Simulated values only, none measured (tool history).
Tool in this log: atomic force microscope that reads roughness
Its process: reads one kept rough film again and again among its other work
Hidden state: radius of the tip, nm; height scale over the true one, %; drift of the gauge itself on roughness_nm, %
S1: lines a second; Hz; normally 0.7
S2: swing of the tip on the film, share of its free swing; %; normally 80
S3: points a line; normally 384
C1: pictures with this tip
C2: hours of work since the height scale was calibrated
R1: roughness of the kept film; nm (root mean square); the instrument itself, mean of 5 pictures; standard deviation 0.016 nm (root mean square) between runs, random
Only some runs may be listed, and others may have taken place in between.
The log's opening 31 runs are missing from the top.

run 32 hour=201.2 | S1=2.582 S2=60 S3=527 | C1=115 C2=50 | R1=3.757
run 33 hour=209.8 | S1=2.582 S2=60 S3=527 | C1=124 C2=55 | R1=3.754
run 34 hour=216.5 | S1=2.582 S2=60 S3=527 | C1=131 C2=58 | R1=3.744
run 35 hour=223 | S1=2.582 S2=80 S3=656 | C1=137 C2=62 | R1=3.521
run 36 hour=228.4 | S1=2.582 S2=84 S3=656 | C1=143 C2=65 | R1=3.438
run 37 hour=233.8 | S1=2.582 S2=84 S3=656 | C1=148 C2=68 | R1=3.426
run 38 hour=238.6 | S1=0.7 S2=71 S3=384 | C1=153 C2=70 | R1=3.773
run 39 hour=245 | S1=1.38 S2=76 S3=947 | C1=160 C2=73 | R1=3.637

Run 40 is up next; what results do you expect?
run 40 hour=251.5 | S1=0.7 S2=55 S3=319 | C1=166 C2=77 | R1=?

Run 40 measured R1 3.804 nm (root mean square).
If the tool had no hidden condition, the same run with the same run-to-run variation would have returned R1 4.067 nm (root mean square).
